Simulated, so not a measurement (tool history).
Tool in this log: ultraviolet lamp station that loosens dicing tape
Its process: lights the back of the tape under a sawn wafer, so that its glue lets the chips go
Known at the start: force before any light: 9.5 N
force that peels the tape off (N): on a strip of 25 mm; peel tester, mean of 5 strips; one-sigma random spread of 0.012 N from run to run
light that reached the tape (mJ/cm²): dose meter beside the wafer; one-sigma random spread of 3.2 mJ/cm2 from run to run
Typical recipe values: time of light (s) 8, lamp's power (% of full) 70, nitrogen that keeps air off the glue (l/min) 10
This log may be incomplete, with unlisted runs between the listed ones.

| run | hour | time of light (s) | lamp's power (% of full) | nitrogen that keeps air off the glue (l/min) | force that peels the tape off (N) | light that reached the tape (mJ/cm²) |
|---|---|---|---|---|---|---|
| 1 | 0.0 | 8 | 70 | 10 | 1.289 | 323 |
| 2 | 46.2 | 8 | 70 | 10 | 1.425 | 304 |
| 3 | 80.5 | 8 | 70 | 10 | 1.537 | 296 |
| 4 | 126.8 | 8 | 70 | 10 | 1.648 | 287 |
| 5 | 169.3 | 8 | 70 | 10 | 1.802 | 268 |
| 6 | 212.8 | 8 | 70 | 10 | 1.503 | 293 |
| 7 | 257.9 | 8 | 70 | 10 | 1.699 | 278 |
| 8 | 279.7 | 8 | 70 | 10 | 0.579 | 475 |
| 9 | 326.7 | 8 | 70 | 10 | 0.628 | 451 |
| 10 | 349.2 | 8 | 70 | 10 | 0.675 | 443 |
| 11 | 392.1 | 8 | 70 | 6 | 1.096 | 429 |
| 12 | 431.0 | 16 | 65 | 6 | 0.307 | 767 |
| 13 | 473.9 | 16 | 65 | 6 | 0.330 | 743 |
| 14 | 496.6 | 6 | 95 | 6 | 0.955 | 455 |
| 15 | 542.2 | 6 | 95 | 6 | 1.031 | 440 |
| 16 | 579.7 | 4 | 67 | 10 | 2.732 | 200 |
| 17 | 622.0 | 15 | 62 | 5 | 0.501 | 665 |
| 18 | 664.9 | 8 | 63 | 10 | 1.198 | 344 |
| 19 | 697.9 | 4 | 74 | 20 | 2.150 | 199 |
| 20 | 724.9 | 4 | 74 | 20 | 2.195 | 187 |
| 21 | 750.8 | 11 | 94 | 8 | 0.348 | 646 |
| 22 | 799.7 | 11 | 94 | 8 | 0.283 | 718 |

Not shown: 4 entries that the log had between the listed runs. Between which runs, and how does the tool's hidden state differ before and after?
Run 5 -> run 6: window cleaned of glue's vapour (hour 176.3)
  lamp's light, % of a new lamp's: 61.5 -> 59.6; light that the window lets through, % of a clean one's: 86.9 -> 98.2
  measured minus no-state result, force that peels the tape off (N): +1.289 -> +0.996; light that reached the tape (mJ/cm²): -233 -> -207
Run 7 -> run 8: lamp changed (hour 278.7)
  lamp's light, % of a new lamp's: 57.8 -> 99.8; light that the window lets through, % of a clean one's: 96.3 -> 95.4
  measured minus no-state result, force that peels the tape off (N): +1.173 -> +0.060; light that reached the tape (mJ/cm²): -221 -> -24
Run 13 -> run 14: window cleaned of glue's vapour (hour 488.2)
  lamp's light, % of a new lamp's: 91.4 -> 90.4; light that the window lets through, % of a clean one's: 87.1 -> 99.2
  measured minus no-state result, force that peels the tape off (N): +0.111 -> +0.197; light that reached the tape (mJ/cm²): -190 -> -52
Run 21 -> run 22: window cleaned of glue's vapour (hour 799.1)
  lamp's light, % of a new lamp's: 79.8 -> 77.5; light that the window lets through, % of a clean one's: 88.6 -> 100
  measured minus no-state result, force that peels the tape off (N): +0.147 -> +0.089; light that reached the tape (mJ/cm²): -269 -> -209

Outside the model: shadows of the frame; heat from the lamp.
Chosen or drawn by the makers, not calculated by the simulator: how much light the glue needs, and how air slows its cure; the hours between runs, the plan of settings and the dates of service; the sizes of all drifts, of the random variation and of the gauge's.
